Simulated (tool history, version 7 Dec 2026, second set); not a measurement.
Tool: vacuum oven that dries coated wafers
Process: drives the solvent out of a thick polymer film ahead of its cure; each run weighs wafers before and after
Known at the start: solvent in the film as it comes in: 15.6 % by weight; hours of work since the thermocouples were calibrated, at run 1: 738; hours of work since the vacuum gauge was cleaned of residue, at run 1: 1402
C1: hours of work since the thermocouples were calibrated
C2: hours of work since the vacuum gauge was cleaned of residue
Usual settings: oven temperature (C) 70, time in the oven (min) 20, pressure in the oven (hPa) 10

Run 1, hour 0: usual settings; C1 738; C2 1402. Result: solvent left in the film (%) 1.23.
Run 2, hour 28.6: usual settings but oven temperature (C) 73; C1 758; C2 1423. Result: solvent left in the film (%) 0.78.
Run 3, hour 74.2: usual settings but oven temperature (C) 73; C1 792; C2 1456. Result: solvent left in the film (%) 0.86.
Run 4, hour 118.3: usual settings but pressure in the oven (hPa) 11.6; C1 824; C2 1488. Result: solvent left in the film (%) 1.23.
Run 5, hour 153.6: usual settings but time in the oven (min) 12; C1 849; C2 1514. Result: solvent left in the film (%) 2.7.
Run 6, hour 201.8: usual settings; C1 885; C2 1549. Result: solvent left in the film (%) 1.17.
Run 7, hour 257.6: usual settings; C1 925; C2 1590. Result: solvent left in the film (%) 1.19.
Run 8, hour 316.2: usual settings but oven temperature (C) 78; C1 968; C2 1632. Result: solvent left in the film (%) 0.39.
Run 9, hour 354.8: usual settings; C1 996; C2 1661. Result: solvent left in the film (%) 1.17.
Run 10, hour 410.4: usual settings but pressure in the oven (hPa) 16; C1 1036; C2 1701. Result: solvent left in the film (%) 1.34.
Run 11, hour 458.9: usual settings but pressure in the oven (hPa) 16; C1 1072; C2 1736. Result: solvent left in the film (%) 1.3.
Run 12, hour 510: usual settings but pressure in the oven (hPa) 16; C1 1109; C2 1774. Result: solvent left in the film (%) 1.3.
Run 13, hour 537.7: usual settings but pressure in the oven (hPa) 7; C1 1129; C2 1794. Result: solvent left in the film (%) 1.06.
Run 14, hour 564.1: usual settings but pressure in the oven (hPa) 7; C1 1148; C2 1813. Result: solvent left in the film (%) 1.06.
Run 15, hour 588.5: usual settings but pressure in the oven (hPa) 7; C1 1166; C2 1831. Result: solvent left in the film (%) 1.04.
Run 16, hour 614.8: usual settings; C1 1185; C2 1850. Result: solvent left in the film (%) 1.17.
Run 17, hour 643.3: usual settings; C1 1206; C2 1871. Result: solvent left in the film (%) 1.16.
Run 18, hour 694.3: usual settings but pressure in the oven (hPa) 9.6; C1 1243; C2 1908. Result: solvent left in the film (%) 1.12.
Run 19, hour 736.4: usual settings but time in the oven (min) 14; C1 1274; C2 1938. Result: solvent left in the film (%) 2.01.
At hour 759.7: oven's thermocouples calibrated.
Run 20, hour 763.5: usual settings but time in the oven (min) 22; C1 3; C2 1957. Result: solvent left in the film (%) 1.26.
Run 21, hour 809.2: usual settings but time in the oven (min) 22; C1 36; C2 1990. Result: solvent left in the film (%) 1.25.
Run 22, hour 835.2: usual settings but time in the oven (min) 22; C1 55; C2 2009. Result: solvent left in the film (%) 1.27.
Run 23, hour 880: usual settings but time in the oven (min) 22, pressure in the oven (hPa) 19.5; C1 88; C2 2042. Result: solvent left in the film (%) 1.55.
Run 24, hour 916.5: usual settings but time in the oven (min) 22, pressure in the oven (hPa) 19.5; C1 114; C2 2068. Result: solvent left in the film (%) 1.57.
Run 25, hour 963.8: usual settings but oven temperature (C) 67, time in the oven (min) 10, pressure in the oven (hPa) 30.4; C1 149; C2 2103. Result: solvent left in the film (%) 5.33.
Run 26, hour 1008.7: usual settings but oven temperature (C) 84, time in the oven (min) 18, pressure in the oven (hPa) 22.3; C1 181; C2 2135. Result: solvent left in the film (%) 0.58.
Run 27, hour 1064: usual settings but oven temperature (C) 78, time in the oven (min) 32, pressure in the oven (hPa) 10.6; C1 222; C2 2176. Result: solvent left in the film (%) 0.44.
Run 28, hour 1102.3: usual settings but pressure in the oven (hPa) 8.7; C1 250; C2 2203. Result: solvent left in the film (%) 1.4.
Run 29, hour 1140.1: usual settings but time in the oven (min) 30, pressure in the oven (hPa) 5.3; C1 277; C2 2231. Result: solvent left in the film (%) 0.6.
Run 30, hour 1195.9: usual settings but time in the oven (min) 30, pressure in the oven (hPa) 5.3; C1 318; C2 2272. Result: solvent left in the film (%) 0.61.
Run 31, hour 1226.8: usual settings but oven temperature (C) 84, time in the oven (min) 23, pressure in the oven (hPa) 25.6; C1 340; C2 2294. Result: solvent left in the film (%) 0.62.
Run 32, hour 1260.9: usual settings but oven temperature (C) 84, time in the oven (min) 11, pressure in the oven (hPa) 25.6; C1 365; C2 2319. Result: solvent left in the film (%) 0.89.
Run 33, hour 1305.7: usual settings but oven temperature (C) 80, time in the oven (min) 11, pressure in the oven (hPa) 25.6; C1 398; C2 2352. Result: solvent left in the film (%) 1.35.
Run 34, hour 1360.6: usual settings but oven temperature (C) 80, time in the oven (min) 11, pressure in the oven (hPa) 25.6; C1 438; C2 2392. Result: solvent left in the film (%) 1.36.
Run 35, hour 1414.7: usual settings but oven temperature (C) 74, time in the oven (min) 33, pressure in the oven (hPa) 20.8; C1 477; C2 2431. Result: solvent left in the film (%) 0.85.
Run 36, hour 1448.5: usual settings but oven temperature (C) 64, pressure in the oven (hPa) 22.1; C1 502; C2 2456. Result: solvent left in the film (%) 3.21.
Run 37, hour 1505.8: usual settings but oven temperature (C) 64, pressure in the oven (hPa) 7.4; C1 543; C2 2497. Result: solvent left in the film (%) 2.65.
Run 38, hour 1545.9: usual settings but oven temperature (C) 60, pressure in the oven (hPa) 32.7; C1 573; C2 2526. Result: solvent left in the film (%) 4.91.
Run 39, hour 1593.4: usual settings but oven temperature (C) 60, pressure in the oven (hPa) 32.7; C1 607; C2 2561. Result: solvent left in the film (%) 4.86.
Run 40, hour 1624.8: usual settings but time in the oven (min) 15; C1 630; C2 2584. Result: solvent left in the film (%) 2.01.
Run 41, hour 1668.9: usual settings but time in the oven (min) 30, pressure in the oven (hPa) 14.3; C1 662; C2 2616. Result: solvent left in the film (%) 0.92.
Run 42, hour 1724: usual settings but oven temperature (C) 56, pressure in the oven (hPa) 7.3; C1 702; C2 2656. Result: solvent left in the film (%) 5.13.
Run 43, hour 1766.1: usual settings but time in the oven (min) 18, pressure in the oven (hPa) 34.2; C1 733; C2 2687. Result: solvent left in the film (%) 2.28.
Run 44, hour 1807.4: usual settings but oven temperature (C) 64, time in the oven (min) 24, pressure in the oven (hPa) 16; C1 763; C2 2717. Result: solvent left in the film (%) 2.23.
Run 45, hour 1843.2: usual settings but oven temperature (C) 80, time in the oven (min) 19, pressure in the oven (hPa) 18.1; C1 789; C2 2743. Result: solvent left in the film (%) 0.62.
Run 46, hour 1876.6: usual settings but oven temperature (C) 56, time in the oven (min) 19, pressure in the oven (hPa) 17.7; C1 813; C2 2767. Result: solvent left in the film (%) 5.74.
Run 47, hour 1915.5: usual settings; C1 842; C2 2796. Result: solvent left in the film (%) 1.26.
Run 48, hour 1946.3: usual settings but oven temperature (C) 56, time in the oven (min) 22; C1 864; C2 2818. Result: solvent left in the film (%) 4.83.

Forecast each of these 3 alternatives for the next run:
Run A, hour 1974.9: usual settings but oven temperature (C) 64, pressure in the oven (hPa) 10.2; C1 885; C2 2839. Result: solvent left in the film (%) ?.
Run B, hour 1974.9: usual settings but oven temperature (C) 74, pressure in the oven (hPa) 39.6; C1 885; C2 2839. Result: solvent left in the film (%) ?.
Run C, hour 1974.9: usual settings but oven temperature (C) 79, time in the oven (min) 22, pressure in the oven (hPa) 36.9; C1 885; C2 2839. Result: solvent left in the film (%) ?.

run  solvent left in the film (%)
  A                          2.58
  B                          1.55
  C                          1.02
Without the tool's hidden state the same runs would have given:
run  solvent left in the film (%)
  A                          2.85
  B                          1.57
  C                          0.92
